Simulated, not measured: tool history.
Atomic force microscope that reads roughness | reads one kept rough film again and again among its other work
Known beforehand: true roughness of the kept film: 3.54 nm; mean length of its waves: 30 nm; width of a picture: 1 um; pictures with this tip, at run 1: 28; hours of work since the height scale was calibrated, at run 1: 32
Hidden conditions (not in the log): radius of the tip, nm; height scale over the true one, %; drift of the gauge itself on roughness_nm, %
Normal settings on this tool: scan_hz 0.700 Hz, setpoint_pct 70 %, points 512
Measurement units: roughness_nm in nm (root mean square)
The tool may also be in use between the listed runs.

run	hour	scan_hz	setpoint_pct	points	pictures with this tip	hours of work since the height scale was calibrated	roughness_nm
1	0.0	0.700	70	512	28	32	2.859
2	14.3	0.700	62	512	64	43	2.841
3	37.4	0.700	62	512	120	60	2.738
4	61.3	0.700	70	512	179	77	2.602
5	75.7	0.700	84	512	215	88	2.457
6	100.2	0.737	70	512	275	106	2.481
# hour 104.6: new tip fitted
7	115.4	0.700	70	512	26	117	2.850
8	140.2	0.700	70	349	88	135	2.743
9	160.4	0.681	70	512	137	150	2.692
10	184.8	0.681	70	512	197	167	2.636
11	209.6	0.700	70	512	258	186	2.549
# hour 221.7: new tip fitted
12	231.6	0.823	70	512	24	201	2.875
13	244.3	0.700	70	614	56	211	2.843
14	265.6	0.700	70	614	108	226	2.761
15	287.3	0.700	70	614	162	242	2.708
16	304.1	0.700	70	512	203	255	2.621
17	329.5	0.700	70	430	265	273	2.549
# hour 338.9: new tip fitted
18	341.6	0.700	88	512	7	282	2.703
19	362.5	1.098	66	941	58	297	2.773
20	378.1	1.098	66	941	97	308	2.713
21	393.5	1.098	66	941	135	320	2.665
22	404.3	0.700	70	299	161	328	2.627
23	425.8	2.971	66	512	214	343	2.352
24	447.7	1.563	85	410	268	360	2.155
# hour 457.0: new tip fitted
25	473.8	1.563	85	824	41	378	2.468
26	488.5	0.812	70	512	78	389	2.775
27	504.0	1.038	69	790	116	400	2.716
28	518.8	0.700	73	512	152	411	2.674
29	529.6	0.545	70	1020	179	419	2.696
30	547.9	0.545	70	1020	224	433	2.623
31	566.3	0.545	59	1020	269	446	2.638

3 options for the next run, each taken on its own from the tool as it stands now. Forecast them:
# hour 574.9: new tip fitted
A	587.8	0.700	75	444	32	462	?
# hour 574.9: new tip fitted
B	587.8	0.700	80	512	32	462	?
# hour 574.9: new tip fitted
C	587.8	2.829	58	676	32	462	?

run	roughness_nm
A	2.822
B	2.784
C	2.765
Stripped of hidden state, with their random variation kept, the same runs would have yielded:
run	roughness_nm
A	2.867
B	2.829
C	2.810

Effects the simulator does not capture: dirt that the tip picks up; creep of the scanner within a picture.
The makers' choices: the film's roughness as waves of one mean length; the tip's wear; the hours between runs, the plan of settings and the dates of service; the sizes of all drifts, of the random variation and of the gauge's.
